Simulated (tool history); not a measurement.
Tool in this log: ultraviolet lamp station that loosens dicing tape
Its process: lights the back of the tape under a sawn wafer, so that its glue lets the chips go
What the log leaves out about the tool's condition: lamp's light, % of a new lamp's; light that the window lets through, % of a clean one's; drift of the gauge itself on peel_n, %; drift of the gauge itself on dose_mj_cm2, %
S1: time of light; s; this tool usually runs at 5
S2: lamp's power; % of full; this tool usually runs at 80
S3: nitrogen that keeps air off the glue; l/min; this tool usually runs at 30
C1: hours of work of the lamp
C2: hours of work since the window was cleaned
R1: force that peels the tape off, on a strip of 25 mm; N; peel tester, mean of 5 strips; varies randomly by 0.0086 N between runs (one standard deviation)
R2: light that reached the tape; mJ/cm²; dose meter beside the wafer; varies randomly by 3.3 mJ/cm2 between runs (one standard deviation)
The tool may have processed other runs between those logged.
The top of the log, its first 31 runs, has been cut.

run   hour  S1  S2  S3   C1   C2     R1   R2
 32  387.6   2  83  32  461   87  2.057  217
 33  401.3   5  97  30  470   96  0.223  626
 34  413.1   3  97  35  478  103  0.636  376
 35    426   8  92  30  487  112  0.133  943
 36  440.2   7  92  30  496  122  0.146  830
 37  448.8   7  92  30  502  127  0.148  830
 38  458.7   5  70  30  508  134  0.486  451
 39  472.9   2  80  25  518  143  2.621  206
 40  481.3   5  75  53  524  149  0.244  484
 41  492.1   5  76  30  531  156  0.385  489
 42  509.1   6  65  31  542  167  0.363  507

Below are 4 alternative next runs, each starting from the tool's condition after run 42. Predict each:
  A  524.6   5  80  19  552  178   ?   ?
  B  524.6   6  63  31  552  178   ?   ?
  C  524.6   4  61  19  552  178   ?   ?
  D  524.6   5  65  26  552  178   ?   ?

run     R1   R2
  A  0.555  513
  B  0.388  488
  C  1.573  311
  D  0.677  419
Without the tool's unlogged condition, the same runs would have read:
run     R1   R2
  A  0.554  514
  B  0.387  489
  C   1.57  312
  D  0.676  420

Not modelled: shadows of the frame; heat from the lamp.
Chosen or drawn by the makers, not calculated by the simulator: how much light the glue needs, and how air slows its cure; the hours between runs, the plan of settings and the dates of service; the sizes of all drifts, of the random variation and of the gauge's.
